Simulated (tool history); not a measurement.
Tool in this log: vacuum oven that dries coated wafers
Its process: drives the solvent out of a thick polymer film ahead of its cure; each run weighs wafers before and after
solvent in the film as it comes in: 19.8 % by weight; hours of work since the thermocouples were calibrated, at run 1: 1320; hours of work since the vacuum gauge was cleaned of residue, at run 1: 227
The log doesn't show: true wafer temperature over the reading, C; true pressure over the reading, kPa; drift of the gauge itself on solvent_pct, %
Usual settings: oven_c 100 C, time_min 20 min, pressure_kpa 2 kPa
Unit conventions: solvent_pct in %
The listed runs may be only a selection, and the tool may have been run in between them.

run	hour	oven_c	time_min	pressure_kpa	hours of work since the thermocouples were calibrated	hours of work since the vacuum gauge was cleaned of residue	solvent_pct
1	0	100	20	2	1320	227	1.07
2	34.6	88	20	2	1340	247	2.81
3	72.7	100	20	2	1362	269	1.06
4	119.3	100	20	2	1388	296	1.06
5	159.2	100	16	2	1411	318	1.54
6	192.4	103	16	6.16	1430	338	2.16
# hour 197.3: vacuum gauge cleaned of residue and calibrated
7	237.5	100	16	2.18	1455	23	1.59
8	278.9	103	15	1.21	1479	47	1.14
9	323.2	103	15	1.21	1505	72	1.15
10	353.4	103	15	1.21	1522	90	1.15

4 ways to go on from here, each from the tool as it stands after run 10. What would each give?
A	400.2	101	11	2	1549	117	?
B	400.2	92	16	2	1549	117	?
C	400.2	100	20	1.9	1549	117	?
D	400.2	85	29	7.22	1549	117	?

run	solvent_pct
A	2.67
B	2.82
C	1.02
D	4.29
What these runs would have given with no unlogged condition in the tool:
run	solvent_pct
A	3.2
B	3.39
C	1.26
D	4.94

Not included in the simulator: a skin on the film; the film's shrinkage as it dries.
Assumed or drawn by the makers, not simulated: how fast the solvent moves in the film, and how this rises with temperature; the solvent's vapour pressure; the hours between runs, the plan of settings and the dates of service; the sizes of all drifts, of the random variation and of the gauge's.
